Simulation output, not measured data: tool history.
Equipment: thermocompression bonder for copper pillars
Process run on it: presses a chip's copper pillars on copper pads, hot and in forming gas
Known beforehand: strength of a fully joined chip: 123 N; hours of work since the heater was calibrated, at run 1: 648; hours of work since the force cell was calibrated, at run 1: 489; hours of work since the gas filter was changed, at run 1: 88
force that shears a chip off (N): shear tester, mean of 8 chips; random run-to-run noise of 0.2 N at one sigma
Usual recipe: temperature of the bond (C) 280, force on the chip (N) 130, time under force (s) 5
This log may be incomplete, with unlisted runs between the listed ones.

run	hour	temperature of the bond (C)	force on the chip (N)	time under force (s)	hours of work since the heater was calibrated	hours of work since the force cell was calibrated	hours of work since the gas filter was changed	force that shears a chip off (N)
1	0.0	280	130	5	648	489	88	56.0
2	28.9	280	130	5	660	501	100	56.3
3	56.4	280	130	5	671	512	111	55.8
4	88.0	280	130	5	684	525	124	56.1
5	106.6	280	130	5	692	532	131	56.3
6	124.6	280	130	5	699	540	139	56.4
7	146.8	299	130	5	708	549	148	70.4
8	167.2	299	130	5	717	557	156	70.2
9	199.2	299	98	5	730	570	169	62.1
10	217.8	299	98	5	737	578	177	62.3
11	237.9	265	98	5	745	586	185	40.0
12	266.4	265	98	5	757	598	197	40.1
13	289.3	265	120	5	767	607	206	44.6
14	304.4	265	120	5	773	613	212	44.9
15	322.1	265	120	5	780	621	219	44.5
16	350.5	265	120	5	792	632	231	44.8
# hour 368.0: gauge calibrated
17	381.7	265	120	5	804	645	244	44.2
18	404.3	265	120	5	814	654	253	44.0
19	433.2	265	120	5	825	666	265	44.0
20	459.0	265	120	5	836	677	275	44.1
21	490.6	265	120	5	849	689	288	44.2
22	521.9	257	82	4	862	702	301	28.5
23	544.6	260	155	7	871	712	310	53.5
24	567.9	266	80	5	880	721	320	36.2
25	591.1	280	132	5	890	731	329	57.5
26	608.6	310	131	9	897	738	337	92.4
# hour 629.9: heater calibrated with a thermocouple chip
27	642.4	310	131	9	5	751	350	92.2
# hour 657.0: gauge calibrated
28	668.3	310	131	9	16	761	360	90.4
29	690.4	310	165	9	25	770	369	97.1
30	717.4	296	104	3	36	781	380	50.8

Run 31, settings as shown, results not yet in. Your forecast:
31	736.1	296	104	3	43	789	388	?

Logged for run 31: force that shears a chip off (N) 50.7.
Without the tool's hidden state the same run would have given force that shears a chip off (N) 50.5.
